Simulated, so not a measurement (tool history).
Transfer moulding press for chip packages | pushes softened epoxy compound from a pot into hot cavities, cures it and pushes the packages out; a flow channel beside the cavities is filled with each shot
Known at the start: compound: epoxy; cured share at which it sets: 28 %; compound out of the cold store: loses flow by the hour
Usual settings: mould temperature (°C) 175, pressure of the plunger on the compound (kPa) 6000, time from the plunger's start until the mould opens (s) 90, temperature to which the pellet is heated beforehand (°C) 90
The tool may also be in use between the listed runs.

| run | hour | mould temperature (°C) | pressure of the plunger on the compound (kPa) | time from the plunger's start until the mould opens (s) | temperature to which the pellet is heated beforehand (°C) | incoming compound's hours out of the cold store | length that the compound runs in the flow channel (mm) | greatest force on the pins that push the packages out (N) |
|---|---|---|---|---|---|---|---|---|
| 1 | 0 | 175 | 6000 | 90 | 90 | 40.2 | 760 | 555 |
|  | 20.7 | cavities cleaned with cleaning compound and waxed |
| 2 | 64.6 | 175 | 6000 | 90 | 90 | 47.3 | 732 | 677 |
|  | 82.1 | cavities cleaned with cleaning compound and waxed |
| 3 | 96.6 | 175 | 6000 | 90 | 90 | 34 | 766 | 451 |
|  | 144.1 | cavities cleaned with cleaning compound and waxed |
| 4 | 159.1 | 175 | 6000 | 90 | 90 | 21.2 | 829 | 462 |
|  | 208.4 | cavities cleaned with cleaning compound and waxed |
| 5 | 208.4 | 175 | 6000 | 90 | 81 | 21.9 | 818 | 419 |
| 6 | 243.7 | 175 | 6000 | 90 | 90 | 36.8 | 754 | 525 |
|  | 274.8 | cavities cleaned with cleaning compound and waxed |
| 7 | 276.6 | 175 | 6000 | 90 | 93 | 12.6 | 846 | 411 |
|  | 284.5 | plunger's sealing rings changed |
| 8 | 321.6 | 175 | 5250 | 90 | 90 | 47.2 | 695 | 526 |
|  | 340.5 | cavities cleaned with cleaning compound and waxed |
| 9 | 362.8 | 175 | 5250 | 90 | 90 | 13.5 | 811 | 500 |
|  | 403.2 | cavities cleaned with cleaning compound and waxed |
|  | 413.6 | cavities cleaned with cleaning compound and waxed, once more |
| 10 | 413.8 | 175 | 6000 | 90 | 99 | 33.8 | 784 | 387 |

The next listed run, before its measurement:
|  | 430.1 | mould's thermocouples calibrated |
| 11 | 468.5 | 177 | 6000 | 90 | 99 | 45 | ? | ? |

Run 11 gave length that the compound runs in the flow channel (mm) 737, greatest force on the pins that push the packages out (N) 531.
Without the tool's hidden state the same run would have given length that the compound runs in the flow channel (mm) 753, greatest force on the pins that push the packages out (N) 365.
